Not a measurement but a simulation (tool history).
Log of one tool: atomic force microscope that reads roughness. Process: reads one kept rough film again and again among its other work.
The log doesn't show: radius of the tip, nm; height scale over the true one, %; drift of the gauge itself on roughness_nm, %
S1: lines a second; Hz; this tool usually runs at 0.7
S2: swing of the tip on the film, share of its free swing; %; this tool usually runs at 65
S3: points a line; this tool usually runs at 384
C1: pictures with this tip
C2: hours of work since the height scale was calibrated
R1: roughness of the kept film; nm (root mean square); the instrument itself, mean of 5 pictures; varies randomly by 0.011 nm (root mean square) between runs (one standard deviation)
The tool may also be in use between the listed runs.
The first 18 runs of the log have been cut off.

run 19 hour=666.4 | S1=0.978 S2=65 S3=384 | C1=96 C2=761 | R1=2.111
run 20 hour=722.1 | S1=0.932 S2=65 S3=384 | C1=169 C2=798 | R1=1.924
run 21 hour=778.8 | S1=0.932 S2=65 S3=384 | C1=243 C2=836 | R1=1.769
run 22 hour=805 | S1=0.932 S2=65 S3=384 | C1=277 C2=854 | R1=1.672
-- hour=827.6 new tip fitted
run 23 hour=853.9 | S1=0.597 S2=77 S3=384 | C1=34 C2=886 | R1=2.35
run 24 hour=897.7 | S1=0.597 S2=77 S3=384 | C1=91 C2=915 | R1=2.145
run 25 hour=927.4 | S1=0.597 S2=77 S3=384 | C1=130 C2=935 | R1=2.046
run 26 hour=965.9 | S1=0.7 S2=65 S3=323 | C1=181 C2=961 | R1=1.896
-- hour=971 height scale calibrated on a step standard
run 27 hour=1000.7 | S1=0.7 S2=65 S3=323 | C1=225 C2=20 | R1=1.792
run 28 hour=1040 | S1=0.7 S2=67 S3=323 | C1=277 C2=46 | R1=1.665
-- hour=1060.4 new tip fitted
run 29 hour=1076.3 | S1=0.7 S2=67 S3=323 | C1=21 C2=70 | R1=2.349
run 30 hour=1125.2 | S1=1.259 S2=71 S3=499 | C1=85 C2=103 | R1=2.172
-- hour=1168.8 height scale calibrated on a step standard, once more
run 31 hour=1169.5 | S1=1.259 S2=71 S3=789 | C1=142 C2=0 | R1=2.041
run 32 hour=1223.8 | S1=1.951 S2=71 S3=430 | C1=213 C2=37 | R1=1.821
run 33 hour=1273.9 | S1=0.526 S2=66 S3=430 | C1=279 C2=70 | R1=1.72
-- hour=1292.6 new tip fitted
run 34 hour=1308 | S1=0.526 S2=66 S3=430 | C1=20 C2=93 | R1=2.44
run 35 hour=1334.1 | S1=3.76 S2=66 S3=371 | C1=54 C2=110 | R1=2.219
run 36 hour=1389.2 | S1=1.634 S2=58 S3=384 | C1=126 C2=147 | R1=2.083
run 37 hour=1426.4 | S1=1.115 S2=63 S3=384 | C1=175 C2=172 | R1=1.93
run 38 hour=1474.3 | S1=1.115 S2=63 S3=384 | C1=238 C2=204 | R1=1.817
run 39 hour=1512.6 | S1=0.505 S2=63 S3=384 | C1=288 C2=229 | R1=1.713

5 ways to go on from here, each from the tool as it stands after run 39. What would each give?
-- hour=1524.5 new tip fitted
run A hour=1551.1 | S1=0.98 S2=63 S3=384 | C1=35 C2=255 | R1=?
-- hour=1524.5 new tip fitted
run B hour=1551.1 | S1=2.827 S2=62 S3=495 | C1=35 C2=255 | R1=?
-- hour=1524.5 new tip fitted
run C hour=1551.1 | S1=0.688 S2=65 S3=308 | C1=35 C2=255 | R1=?
-- hour=1524.5 new tip fitted
run D hour=1551.1 | S1=1.558 S2=79 S3=339 | C1=35 C2=255 | R1=?
-- hour=1524.5 new tip fitted
run E hour=1551.1 | S1=2.703 S2=56 S3=384 | C1=35 C2=255 | R1=?

run=A R1=2.314
run=B R1=2.312
run=C R1=2.312
run=D R1=2.267
run=E R1=2.321
What these runs would have given with no unlogged condition in the tool:
run=A R1=2.479
run=B R1=2.477
run=C R1=2.477
run=D R1=2.429
run=E R1=2.486

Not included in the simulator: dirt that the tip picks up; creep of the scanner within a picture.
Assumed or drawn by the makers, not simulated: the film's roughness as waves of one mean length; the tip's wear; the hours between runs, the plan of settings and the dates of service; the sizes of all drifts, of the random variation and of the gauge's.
